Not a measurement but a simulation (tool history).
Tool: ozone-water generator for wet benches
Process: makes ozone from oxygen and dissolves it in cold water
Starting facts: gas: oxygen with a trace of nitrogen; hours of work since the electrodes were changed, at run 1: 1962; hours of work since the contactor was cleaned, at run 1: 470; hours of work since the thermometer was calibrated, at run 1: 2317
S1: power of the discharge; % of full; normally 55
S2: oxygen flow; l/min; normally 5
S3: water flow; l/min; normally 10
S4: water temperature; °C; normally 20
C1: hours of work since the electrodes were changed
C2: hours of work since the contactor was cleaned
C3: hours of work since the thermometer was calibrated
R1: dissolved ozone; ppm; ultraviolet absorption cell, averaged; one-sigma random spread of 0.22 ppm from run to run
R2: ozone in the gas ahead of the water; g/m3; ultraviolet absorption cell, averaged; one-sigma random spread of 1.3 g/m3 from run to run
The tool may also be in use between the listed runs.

run      day  S1    S2  S3  S4    C1    C2    C3    R1     R2
  1        0  55     5  10  20  1962   470  2317  29.8  217.1
  2    9.112  55     5  10  20  2172   680  2527  29.4  215.5
  3   15.362  55     5  10  20  2316   823  2671  29.7  215.4
  4   20.721  55     5  10  20  2439   947  2794  29.2  215.8
  5   25.454  55     5  10  20  2548  1056  2903    29  213.6
  6   34.258  55     5  10  20  2751  1258  3106  28.8  212.7
  7   41.292  55     5  10  20  2912  1420  3268  28.7  211.6
  8   47.221  55     5  10  20  3049  1557  3404  28.5  210.8
  9    52.45  55  7.63  10  20  3169  1677  3525  27.4    173
 10   56.792  55  7.63  10  20  3269  1777  3625  26.5  173.8
 11   61.175  55  7.63  10  20  3370  1878  3726  26.4  170.3
 12   65.892  55  7.63  10  20  3479  1986  3834  26.4  171.5
 13   70.129  55  7.63  10  20  3576  2084  3932  26.4  170.1
 14     75.4  55  7.63  10  20  3698  2205  4053  26.2  168.8
 15   83.679  55     5  10  20  3888  2396  4244  27.8  204.2
 16   90.862  95     5  10  20  4054  2561  4409  36.7  274.3
      91.671  -- water thermometer calibrated
 17   99.621  95     5  10  20  4255  2763   183  36.4  271.9
 18  103.733  55     5   6  20  4349  2857   278  35.1  200.3
 19  111.792  55     5   6  20  4535  3043   463  34.4  200.1
 20  117.333  65     5   6  13  4662  3170   591  44.1  216.2
     124.583  -- water thermometer calibrated, once more
 21  125.083  55  2.69  10  20  4840  3348    11  27.2  264.8
 22  131.304  62  4.63   7  18  4983  3491   155    36  214.9
 23  139.775  74  4.63   7  26  5178  3686   350  32.8  236.6
 24  148.417  74  4.63   7  26  5377  3885   549  32.3  234.4
 25  154.358  74  4.63   7  26  5514  4022   685  32.2  233.8
 26  159.654  66  3.88   7  26  5636  4144   807  31.4  240.3
 27  163.979  62     5   7  20  5736  4243   907  32.9  202.8
 28  169.283  62     5   7  20  5858  4366  1029  32.9    202
 29  173.396  79  3.29   6  23  5952  4460  1124  39.6  276.1
 30  177.208  73  8.46   7  20  6040  4548  1211  31.1  172.3
 31  183.717  73  8.46   7  20  6190  4698  1361  30.8    168
 32  188.646  46  2.87  10  13  6303  4811  1475  26.1  220.3

Results per run with the tool's hidden condition removed, run-to-run variation unchanged:
The hidden state here: yield of the discharge, % of new electrodes'; contactor's efficiency, % of a clean one's; true water temperature over the reading, C; drift of the gauge itself on ozone_ppm, %; drift of the gauge itself on gas_g_m3, %.
run    R1     R2
  1  32.3  231.7
  2  32.1  231.6
  3  32.7  232.5
  4  32.3    234
  5  32.3  232.5
  6  32.2  233.2
  7  32.4  233.2
  8  32.4  233.5
  9  31.3  192.4
 10  30.5  193.9
 11  30.5  190.6
 12  30.6  192.8
 13  30.7  191.9
 14  30.7  191.2
 15  32.7  232.7
 16    46  331.7
 17  46.3  331.7
 18  42.3  232.1
 19  41.9  233.5
 20  54.9  258.3
 21  33.1  312.7
 22  44.6  258.8
 23    42  293.6
 24  41.8  293.2
 25    42  294.3
 26  40.5  299.6
 27  42.4    252
 28  42.7  252.3
 29  53.4  357.9
 30  41.8  221.5
 31  41.8  217.9
 32  33.3  268.2
